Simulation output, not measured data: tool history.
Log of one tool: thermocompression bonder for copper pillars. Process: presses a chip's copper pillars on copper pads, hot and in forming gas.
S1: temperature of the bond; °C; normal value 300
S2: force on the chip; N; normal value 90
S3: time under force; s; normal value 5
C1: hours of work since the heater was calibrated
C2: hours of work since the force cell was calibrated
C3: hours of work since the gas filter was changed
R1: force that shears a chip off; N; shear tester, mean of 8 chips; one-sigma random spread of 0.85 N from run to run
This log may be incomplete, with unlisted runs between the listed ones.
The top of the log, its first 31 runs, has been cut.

run   hour   S1   S2  S3   C1   C2   C3     R1
     727.0  -- forming gas filter changed
 32  733.2  317   60   3  590  128    4   68.9
     742.6  -- force cell calibrated, once more
 33  767.2  317  106   3  612   17   27  106.6
 34  787.9  275   90   3  627   31   41   67.5
 35  812.8  298   90   5  644   48   58   96.9
 36  833.0  298   67   6  658   62   72   78.9
 37  850.4  300   76   5  670   74   84   85.0
 38  885.3  300   76   5  694   98  108   83.2
 39  912.7  300   76   5  713  117  127   83.3
 40  940.9  300   76   5  732  137  146   82.0

Each row is a separate what-if for the run after 40, all from the same tool condition, not one after another. Results?
  A  962.7  300   82   5  747  152  161   ?
  B  962.7  300  109   3  747  152  161   ?
  C  962.7  293   72   7  747  152  161   ?

run    R1
  A  88.0
  B  95.6
  C  84.8
Had the tool no hidden state, the same runs would have come out as:
run    R1
  A  88.3
  B  96.3
  C  84.8
